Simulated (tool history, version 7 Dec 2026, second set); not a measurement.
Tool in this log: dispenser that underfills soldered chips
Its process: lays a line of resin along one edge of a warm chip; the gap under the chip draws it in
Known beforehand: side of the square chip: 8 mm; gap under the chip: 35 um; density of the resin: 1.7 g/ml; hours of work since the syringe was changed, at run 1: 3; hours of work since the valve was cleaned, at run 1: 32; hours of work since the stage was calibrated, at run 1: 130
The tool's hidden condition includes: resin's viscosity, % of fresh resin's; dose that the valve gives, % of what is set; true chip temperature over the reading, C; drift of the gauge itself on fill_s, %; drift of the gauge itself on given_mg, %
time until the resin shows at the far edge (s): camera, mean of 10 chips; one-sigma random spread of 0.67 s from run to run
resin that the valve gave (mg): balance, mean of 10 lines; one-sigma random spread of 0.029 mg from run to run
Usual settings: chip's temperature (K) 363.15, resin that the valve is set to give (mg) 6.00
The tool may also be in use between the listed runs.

| run | hour | chip's temperature (K) | resin that the valve is set to give (mg) | hours of work since the syringe was changed | hours of work since the valve was cleaned | hours of work since the stage was calibrated | time until the resin shows at the far edge (s) | resin that the valve gave (mg) |
|---|---|---|---|---|---|---|---|---|
| 1 | 0.0 | 363.15 | 6.00 | 3 | 32 | 130 | 78.4 | 5.95 |
| 2 | 2.6 | 363.15 | 6.00 | 5 | 34 | 132 | 90.4 | 5.91 |
|  | 6.3 | new syringe of resin |
| 3 | 7.4 | 363.15 | 6.00 | 1 | 37 | 135 | 64.8 | 5.88 |
| 4 | 10.4 | 363.15 | 6.87 | 3 | 39 | 137 | 74.7 | 6.74 |
| 5 | 13.1 | 363.15 | 6.87 | 5 | 41 | 139 | 85.6 | 6.77 |
| 6 | 16.3 | 363.15 | 6.87 | 7 | 43 | 141 | 102.0 | 6.81 |
|  | 17.0 | new syringe of resin |
| 7 | 21.7 | 363.15 | 6.87 | 3 | 47 | 145 | 77.8 | 6.74 |
| 8 | 26.1 | 363.15 | 6.87 | 7 | 50 | 148 | 98.9 | 6.69 |
|  | 27.7 | new syringe of resin |
| 9 | 29.7 | 363.15 | 6.87 | 1 | 53 | 151 | 65.3 | 6.73 |
| 10 | 33.9 | 363.15 | 6.71 | 5 | 56 | 154 | 80.8 | 6.59 |
| 11 | 37.1 | 378.15 | 6.00 | 7 | 58 | 156 | 56.6 | 5.85 |
|  | 38.3 | new syringe of resin |
| 12 | 42.0 | 378.15 | 6.00 | 3 | 62 | 160 | 43.5 | 5.80 |
| 13 | 46.4 | 354.15 | 6.00 | 6 | 65 | 163 | 136.2 | 5.84 |
|  | 49.1 | new syringe of resin |
| 14 | 52.1 | 363.15 | 6.00 | 2 | 69 | 167 | 71.5 | 5.92 |
| 15 | 58.0 | 362.15 | 6.15 | 7 | 73 | 171 | 100.6 | 5.96 |
|  | 59.7 | new syringe of resin |
| 16 | 62.0 | 355.15 | 6.14 | 2 | 76 | 174 | 92.5 | 5.96 |
| 17 | 66.1 | 349.15 | 6.00 | 5 | 79 | 177 | 152.4 | 5.84 |
|  | 70.6 | new syringe of resin |
| 18 | 71.0 | 364.15 | 6.35 | 0 | 82 | 180 | 60.9 | 6.13 |
| 19 | 76.8 | 365.15 | 6.00 | 5 | 87 | 185 | 78.5 | 5.81 |
|  | 81.3 | new syringe of resin |
| 20 | 82.2 | 365.15 | 6.00 | 1 | 90 | 188 | 59.7 | 5.75 |
| 21 | 87.1 | 365.15 | 6.00 | 4 | 94 | 192 | 79.5 | 5.76 |
|  | 92.0 | new syringe of resin |
| 22 | 93.2 | 365.15 | 6.00 | 1 | 98 | 196 | 62.1 | 5.73 |
| 23 | 97.4 | 365.15 | 6.90 | 4 | 101 | 199 | 75.9 | 6.63 |
| 24 | 100.9 | 365.15 | 6.90 | 7 | 104 | 202 | 93.0 | 6.58 |
|  | 102.7 | new syringe of resin |
| 25 | 104.2 | 365.15 | 6.90 | 1 | 106 | 204 | 61.5 | 6.58 |
| 26 | 107.3 | 373.15 | 7.10 | 3 | 108 | 206 | 54.2 | 6.81 |
| 27 | 111.3 | 373.15 | 7.10 | 6 | 111 | 209 | 65.5 | 6.81 |

Alternative continuations, all from the tool just after run 27; predict every row:
|  | 113.6 | new syringe of resin |
| A | 116.6 | 350.15 | 6.03 | 2 | 115 | 213 | ? | ? |
|  | 113.6 | new syringe of resin |
| B | 116.6 | 358.15 | 7.10 | 2 | 115 | 213 | ? | ? |
|  | 113.6 | new syringe of resin |
| C | 116.6 | 353.15 | 6.66 | 2 | 115 | 213 | ? | ? |
|  | 113.6 | new syringe of resin |
| D | 116.6 | 358.15 | 6.00 | 2 | 115 | 213 | ? | ? |
|  | 113.6 | new syringe of resin |
| E | 116.6 | 351.15 | 5.34 | 2 | 115 | 213 | ? | ? |

| run | time until the resin shows at the far edge (s) | resin that the valve gave (mg) |
|---|---|---|
| A | 123.4 | 5.77 |
| B | 88.2 | 6.82 |
| C | 108.4 | 6.32 |
| D | 88.5 | 5.74 |
| E | 120.3 | 5.12 |
Without the tool's unlogged condition, the same runs would have read:
| run | time until the resin shows at the far edge (s) | resin that the valve gave (mg) |
|---|---|---|
| A | 100.0 | 6.04 |
| B | 71.9 | 7.14 |
| C | 88.2 | 6.61 |
| D | 71.9 | 6.00 |
| E | 97.0 | 5.36 |

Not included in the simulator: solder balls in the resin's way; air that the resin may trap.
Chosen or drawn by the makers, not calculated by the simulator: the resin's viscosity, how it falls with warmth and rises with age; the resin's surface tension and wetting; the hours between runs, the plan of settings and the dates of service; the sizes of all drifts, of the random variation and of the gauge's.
